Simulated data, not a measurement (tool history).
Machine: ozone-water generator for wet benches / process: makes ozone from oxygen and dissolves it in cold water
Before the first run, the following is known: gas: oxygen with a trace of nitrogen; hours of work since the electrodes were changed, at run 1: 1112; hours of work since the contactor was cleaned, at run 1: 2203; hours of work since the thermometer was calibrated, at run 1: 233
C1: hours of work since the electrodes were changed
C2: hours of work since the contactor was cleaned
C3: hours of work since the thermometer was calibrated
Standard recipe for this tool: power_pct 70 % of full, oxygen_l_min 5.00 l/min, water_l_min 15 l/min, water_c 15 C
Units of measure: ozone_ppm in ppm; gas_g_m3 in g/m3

Run 1, day 0.000: usual settings; C1 1112; C2 2203; C3 233. Result: ozone_ppm 35.8 ppm, gas_g_m3 254.7 g/m3.
Run 2, day 1.821: usual settings; C1 1148; C2 2239; C3 269. Result: ozone_ppm 35.5 ppm, gas_g_m3 256.8 g/m3.
Run 3, day 3.429: usual settings; C1 1180; C2 2271; C3 300. Result: ozone_ppm 35.4 ppm, gas_g_m3 255.4 g/m3.
Run 4, day 4.779: usual settings; C1 1206; C2 2297; C3 327. Result: ozone_ppm 35.9 ppm, gas_g_m3 252.9 g/m3.
Run 5, day 6.612: usual settings; C1 1242; C2 2333; C3 363. Result: ozone_ppm 35.6 ppm, gas_g_m3 251.6 g/m3.
Run 6, day 7.654: usual settings; C1 1263; C2 2354; C3 384. Result: ozone_ppm 35.9 ppm, gas_g_m3 252.8 g/m3.
Run 7, day 9.267: usual settings but oxygen_l_min 3.47 l/min; C1 1295; C2 2386; C3 415. Result: ozone_ppm 35.2 ppm, gas_g_m3 312.1 g/m3.
Run 8, day 10.879: usual settings but oxygen_l_min 3.47 l/min; C1 1327; C2 2417; C3 447. Result: ozone_ppm 35.1 ppm, gas_g_m3 311.2 g/m3.
Run 9, day 12.558: usual settings but oxygen_l_min 3.47 l/min; C1 1360; C2 2451; C3 480. Result: ozone_ppm 35.1 ppm, gas_g_m3 310.9 g/m3.
Run 10, day 14.192: usual settings but water_l_min 22 l/min; C1 1392; C2 2483; C3 513. Result: ozone_ppm 24.8 ppm, gas_g_m3 253.9 g/m3.
Run 11, day 15.733: usual settings but water_l_min 22 l/min; C1 1422; C2 2513; C3 543. Result: ozone_ppm 24.9 ppm, gas_g_m3 250.2 g/m3.
Run 12, day 16.846: usual settings; C1 1444; C2 2535; C3 565. Result: ozone_ppm 35.0 ppm, gas_g_m3 252.2 g/m3.
Run 13, day 17.892: usual settings; C1 1465; C2 2556; C3 586. Result: ozone_ppm 35.5 ppm, gas_g_m3 249.4 g/m3.
Run 14, day 19.192: usual settings; C1 1491; C2 2581; C3 611. Result: ozone_ppm 35.7 ppm, gas_g_m3 255.0 g/m3.
Run 15, day 20.888: usual settings; C1 1524; C2 2615; C3 645. Result: ozone_ppm 34.5 ppm, gas_g_m3 251.1 g/m3.
Run 16, day 22.746: usual settings; C1 1561; C2 2652; C3 681. Result: ozone_ppm 34.9 ppm, gas_g_m3 252.6 g/m3.
Run 17, day 23.817: usual settings; C1 1582; C2 2673; C3 702. Result: ozone_ppm 34.8 ppm, gas_g_m3 254.2 g/m3.

Run 18 comes next. What will it give?
Run 18, day 25.229: usual settings; C1 1610; C2 2701; C3 730. Result: ozone_ppm ?, gas_g_m3 ?.

{"run 18": {"ozone_ppm": 35.1, "gas_g_m3": 252.0}}
Were there no unlogged condition in the tool, this run, its random variation unchanged, would have produced ozone_ppm 37.3 ppm, gas_g_m3 260.4 g/m3.

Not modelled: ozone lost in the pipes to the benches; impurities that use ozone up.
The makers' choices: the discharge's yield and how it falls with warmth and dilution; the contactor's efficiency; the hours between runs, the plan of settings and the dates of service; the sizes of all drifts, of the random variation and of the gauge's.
